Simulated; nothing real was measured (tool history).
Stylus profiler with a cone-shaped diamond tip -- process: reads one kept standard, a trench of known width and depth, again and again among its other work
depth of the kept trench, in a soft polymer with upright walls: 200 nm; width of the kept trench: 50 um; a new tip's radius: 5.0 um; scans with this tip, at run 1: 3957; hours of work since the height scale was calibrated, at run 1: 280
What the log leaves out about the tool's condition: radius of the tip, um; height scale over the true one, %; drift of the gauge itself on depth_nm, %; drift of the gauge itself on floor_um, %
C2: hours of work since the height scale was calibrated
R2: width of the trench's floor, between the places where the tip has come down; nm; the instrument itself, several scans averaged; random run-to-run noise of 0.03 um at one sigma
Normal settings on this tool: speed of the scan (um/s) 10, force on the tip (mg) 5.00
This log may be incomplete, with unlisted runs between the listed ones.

{"run": 1, "day": 0.0, "speed of the scan (um/s)": 10, "force on the tip (mg)": 5.0, "scans with this tip": 3957, "C2": 280, "depth of the trench (nm)": 202.54, "R2": 46870}
{"run": 2, "day": 0.362, "speed of the scan (um/s)": 10, "force on the tip (mg)": 5.0, "scans with this tip": 4030, "C2": 285, "depth of the trench (nm)": 202.54, "R2": 46860}
{"run": 3, "day": 0.779, "speed of the scan (um/s)": 3, "force on the tip (mg)": 5.0, "scans with this tip": 4113, "C2": 291, "depth of the trench (nm)": 202.66, "R2": 46890}
{"run": 4, "day": 1.258, "speed of the scan (um/s)": 3, "force on the tip (mg)": 5.0, "scans with this tip": 4210, "C2": 298, "depth of the trench (nm)": 202.68, "R2": 46860}
{"run": 5, "day": 1.588, "speed of the scan (um/s)": 3, "force on the tip (mg)": 5.0, "scans with this tip": 4277, "C2": 302, "depth of the trench (nm)": 202.48, "R2": 46840}
{"run": 6, "day": 2.096, "speed of the scan (um/s)": 10, "force on the tip (mg)": 5.0, "scans with this tip": 4379, "C2": 309, "depth of the trench (nm)": 202.58, "R2": 46780}
{"run": 7, "day": 2.729, "speed of the scan (um/s)": 7, "force on the tip (mg)": 5.0, "scans with this tip": 4506, "C2": 319, "depth of the trench (nm)": 202.77, "R2": 46820}
{"run": 8, "day": 3.333, "speed of the scan (um/s)": 7, "force on the tip (mg)": 5.0, "scans with this tip": 4628, "C2": 327, "depth of the trench (nm)": 202.55, "R2": 46760}
{"run": 9, "day": 3.662, "speed of the scan (um/s)": 7, "force on the tip (mg)": 5.0, "scans with this tip": 4694, "C2": 332, "depth of the trench (nm)": 202.53, "R2": 46770}
{"run": 10, "day": 4.338, "speed of the scan (um/s)": 10, "force on the tip (mg)": 3.84, "scans with this tip": 4830, "C2": 341, "depth of the trench (nm)": 202.01, "R2": 46790}
{"run": 11, "day": 5.042, "speed of the scan (um/s)": 10, "force on the tip (mg)": 1.84, "scans with this tip": 4972, "C2": 351, "depth of the trench (nm)": 201.18, "R2": 46730}
{"run": 12, "day": 5.571, "speed of the scan (um/s)": 10, "force on the tip (mg)": 1.84, "scans with this tip": 5078, "C2": 359, "depth of the trench (nm)": 201.26, "R2": 46710}
{"run": 13, "day": 6.175, "speed of the scan (um/s)": 10, "force on the tip (mg)": 5.0, "scans with this tip": 5200, "C2": 368, "depth of the trench (nm)": 202.8, "R2": 46790}
{"run": 14, "day": 6.696, "speed of the scan (um/s)": 10, "force on the tip (mg)": 2.85, "scans with this tip": 5305, "C2": 375, "depth of the trench (nm)": 201.68, "R2": 46700}
{"run": 15, "day": 7.1, "speed of the scan (um/s)": 10, "force on the tip (mg)": 2.85, "scans with this tip": 5387, "C2": 381, "depth of the trench (nm)": 201.64, "R2": 46710}
{"run": 16, "day": 7.404, "speed of the scan (um/s)": 10, "force on the tip (mg)": 2.85, "scans with this tip": 5448, "C2": 385, "depth of the trench (nm)": 201.7, "R2": 46720}
{"run": 17, "day": 7.875, "speed of the scan (um/s)": 10, "force on the tip (mg)": 2.85, "scans with this tip": 5543, "C2": 392, "depth of the trench (nm)": 201.65, "R2": 46670}
{"run": 18, "day": 8.588, "speed of the scan (um/s)": 10, "force on the tip (mg)": 2.85, "scans with this tip": 5686, "C2": 402, "depth of the trench (nm)": 201.55, "R2": 46690}
{"run": 19, "day": 8.933, "speed of the scan (um/s)": 10, "force on the tip (mg)": 2.85, "scans with this tip": 5756, "C2": 407, "depth of the trench (nm)": 201.52, "R2": 46660}
{"run": 20, "day": 9.258, "speed of the scan (um/s)": 10, "force on the tip (mg)": 2.85, "scans with this tip": 5821, "C2": 411, "depth of the trench (nm)": 201.67, "R2": 46730}
{"run": 21, "day": 9.708, "speed of the scan (um/s)": 10, "force on the tip (mg)": 2.85, "scans with this tip": 5912, "C2": 418, "depth of the trench (nm)": 201.65, "R2": 46650}
{"run": 22, "day": 10.05, "speed of the scan (um/s)": 10, "force on the tip (mg)": 2.85, "scans with this tip": 5980, "C2": 423, "depth of the trench (nm)": 201.86, "R2": 46660}
{"run": 23, "day": 10.346, "speed of the scan (um/s)": 4, "force on the tip (mg)": 5.0, "scans with this tip": 6040, "C2": 427, "depth of the trench (nm)": 202.48, "R2": 46720}
{"run": 24, "day": 10.971, "speed of the scan (um/s)": 3, "force on the tip (mg)": 8.02, "scans with this tip": 6166, "C2": 436, "depth of the trench (nm)": 203.61, "R2": 46690}
{"run": 25, "day": 11.342, "speed of the scan (um/s)": 38, "force on the tip (mg)": 2.64, "scans with this tip": 6241, "C2": 441, "depth of the trench (nm)": 201.63, "R2": 46510}
{"run": 26, "day": 11.879, "speed of the scan (um/s)": 32, "force on the tip (mg)": 7.58, "scans with this tip": 6348, "C2": 449, "depth of the trench (nm)": 203.33, "R2": 46610}
{"run": 27, "day": 12.612, "speed of the scan (um/s)": 32, "force on the tip (mg)": 7.58, "scans with this tip": 6496, "C2": 459, "depth of the trench (nm)": 203.28, "R2": 46580}
{"run": 28, "day": 12.967, "speed of the scan (um/s)": 32, "force on the tip (mg)": 7.58, "scans with this tip": 6567, "C2": 464, "depth of the trench (nm)": 203.33, "R2": 46580}
{"run": 29, "day": 13.475, "speed of the scan (um/s)": 13, "force on the tip (mg)": 5.74, "scans with this tip": 6670, "C2": 471, "depth of the trench (nm)": 202.63, "R2": 46700}
{"run": 30, "day": 13.862, "speed of the scan (um/s)": 13, "force on the tip (mg)": 5.74, "scans with this tip": 6748, "C2": 477, "depth of the trench (nm)": 202.69, "R2": 46590}
{"day": 13.933, "done": "height scale calibrated on a step standard"}
{"run": 31, "day": 14.229, "speed of the scan (um/s)": 12, "force on the tip (mg)": 3.97, "scans with this tip": 6818, "C2": 4, "depth of the trench (nm)": 201.85, "R2": 46660}
{"run": 32, "day": 14.692, "speed of the scan (um/s)": 15, "force on the tip (mg)": 7.11, "scans with this tip": 6910, "C2": 11, "depth of the trench (nm)": 203.04, "R2": 46650}
{"run": 33, "day": 15.071, "speed of the scan (um/s)": 15, "force on the tip (mg)": 7.11, "scans with this tip": 6987, "C2": 16, "depth of the trench (nm)": 202.91, "R2": 46630}
{"day": 15.625, "done": "height scale calibrated on a step standard, once more"}
{"run": 34, "day": 15.796, "speed of the scan (um/s)": 15, "force on the tip (mg)": 7.11, "scans with this tip": 7128, "C2": 2, "depth of the trench (nm)": 203.41, "R2": 46640}
{"run": 35, "day": 16.517, "speed of the scan (um/s)": 17, "force on the tip (mg)": 12.23, "scans with this tip": 7274, "C2": 13, "depth of the trench (nm)": 204.98, "R2": 46660}
{"run": 36, "day": 17.112, "speed of the scan (um/s)": 17, "force on the tip (mg)": 12.23, "scans with this tip": 7393, "C2": 21, "depth of the trench (nm)": 204.93, "R2": 46560}
{"run": 37, "day": 17.421, "speed of the scan (um/s)": 5, "force on the tip (mg)": 11.2, "scans with this tip": 7456, "C2": 26, "depth of the trench (nm)": 204.71, "R2": 46640}
{"run": 38, "day": 17.967, "speed of the scan (um/s)": 5, "force on the tip (mg)": 3.35, "scans with this tip": 7566, "C2": 33, "depth of the trench (nm)": 201.99, "R2": 46640}
{"run": 39, "day": 18.346, "speed of the scan (um/s)": 11, "force on the tip (mg)": 4.98, "scans with this tip": 7642, "C2": 39, "depth of the trench (nm)": 202.64, "R2": 46580}
{"run": 40, "day": 19.038, "speed of the scan (um/s)": 3, "force on the tip (mg)": 3.26, "scans with this tip": 7781, "C2": 49, "depth of the trench (nm)": 201.88, "R2": 46550}
{"run": 41, "day": 19.725, "speed of the scan (um/s)": 6, "force on the tip (mg)": 5.02, "scans with this tip": 7920, "C2": 58, "depth of the trench (nm)": 202.54, "R2": 46590}
{"run": 42, "day": 20.104, "speed of the scan (um/s)": 6, "force on the tip (mg)": 5.02, "scans with this tip": 7996, "C2": 64, "depth of the trench (nm)": 202.58, "R2": 46610}
{"run": 43, "day": 20.646, "speed of the scan (um/s)": 6, "force on the tip (mg)": 3.03, "scans with this tip": 8105, "C2": 71, "depth of the trench (nm)": 201.73, "R2": 46570}
{"run": 44, "day": 21.188, "speed of the scan (um/s)": 10, "force on the tip (mg)": 10.09, "scans with this tip": 8214, "C2": 79, "depth of the trench (nm)": 204.18, "R2": 46600}
{"run": 45, "day": 21.617, "speed of the scan (um/s)": 3, "force on the tip (mg)": 3.78, "scans with this tip": 8300, "C2": 85, "depth of the trench (nm)": 202.26, "R2": 46650}
{"run": 46, "day": 22.179, "speed of the scan (um/s)": 37, "force on the tip (mg)": 1.84, "scans with this tip": 8414, "C2": 93, "depth of the trench (nm)": 201.24, "R2": 46370}

Across each entry between runs, compare the hidden state at the last listed run before it with the hidden state at the first listed run after it:
From run 30 to run 31: height scale calibrated on a step standard (day 13.933)
  radius of the tip, um: 6.92 -> 6.94; height scale over the true one, %: -0.173 -> -0.261
  measured minus no-state result, depth of the trench (nm): -0.35 -> -0.53; R2: -510 -> -510 nm
From run 33 to run 34: height scale calibrated on a step standard, once more (day 15.625)
  radius of the tip, um: 6.98 -> 7.02; height scale over the true one, %: -0.266 -> -0.024
  measured minus no-state result, depth of the trench (nm): -0.54 -> -0.05; R2: -520 -> -530 nm
